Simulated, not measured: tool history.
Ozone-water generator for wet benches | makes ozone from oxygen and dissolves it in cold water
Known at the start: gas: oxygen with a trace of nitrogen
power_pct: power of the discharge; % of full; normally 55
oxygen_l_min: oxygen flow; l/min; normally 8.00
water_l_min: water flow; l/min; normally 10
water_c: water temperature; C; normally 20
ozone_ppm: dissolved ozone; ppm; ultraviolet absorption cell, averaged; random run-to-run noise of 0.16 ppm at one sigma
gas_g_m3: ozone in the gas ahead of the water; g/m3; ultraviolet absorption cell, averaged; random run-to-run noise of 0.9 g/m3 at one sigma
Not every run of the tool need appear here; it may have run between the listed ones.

| run | hour | power_pct | oxygen_l_min | water_l_min | water_c | ozone_ppm | gas_g_m3 |
|---|---|---|---|---|---|---|---|
| 1 | 0.0 | 55 | 8.00 | 10 | 20 | 21.6 | 151.6 |
| 2 | 137.1 | 55 | 8.00 | 16 | 20 | 16.8 | 150.0 |
| 3 | 205.8 | 55 | 8.00 | 16 | 20 | 17.1 | 148.9 |
| 4 | 318.9 | 55 | 8.00 | 16 | 20 | 16.9 | 151.4 |
| 5 | 430.2 | 55 | 8.00 | 16 | 20 | 17.2 | 149.5 |
| 6 | 552.1 | 55 | 8.00 | 10 | 20 | 21.7 | 149.1 |
| 7 | 667.6 | 55 | 8.00 | 10 | 20 | 21.2 | 148.5 |
| 8 | 806.2 | 44 | 4.07 | 6 | 20 | 26.8 | 180.4 |
| 9 | 913.5 | 69 | 5.29 | 11 | 19 | 27.2 | 221.3 |
| 10 | 1023.5 | 69 | 5.29 | 11 | 19 | 27.0 | 220.4 |
| 11 | 1092.7 | 69 | 5.29 | 11 | 19 | 26.6 | 223.4 |
| 12 | 1177.5 | 55 | 8.00 | 11 | 20 | 20.4 | 149.6 |
| 13 | 1328.6 | 55 | 12.57 | 6 | 20 | 21.7 | 115.9 |
| 14 | 1459.3 | 55 | 8.00 | 8 | 21 | 22.6 | 148.3 |

Consider 3 possible next runs. They are alternatives, not a sequence: every one starts from the tool as it was left by run 14. What does each give?
| A | 1611.9 | 49 | 4.98 | 10 | 20 | ? | ? |
| B | 1611.9 | 55 | 4.25 | 10 | 20 | ? | ? |
| C | 1611.9 | 58 | 5.21 | 10 | 20 | ? | ? |

| run | ozone_ppm | gas_g_m3 |
|---|---|---|
| A | 21.4 | 174.1 |
| B | 23.8 | 208.7 |
| C | 24.2 | 195.7 |
Without the tool's hidden state the same runs would have given:
| run | ozone_ppm | gas_g_m3 |
|---|---|---|
| A | 21.9 | 175.0 |
| B | 24.3 | 209.9 |
| C | 24.7 | 196.9 |
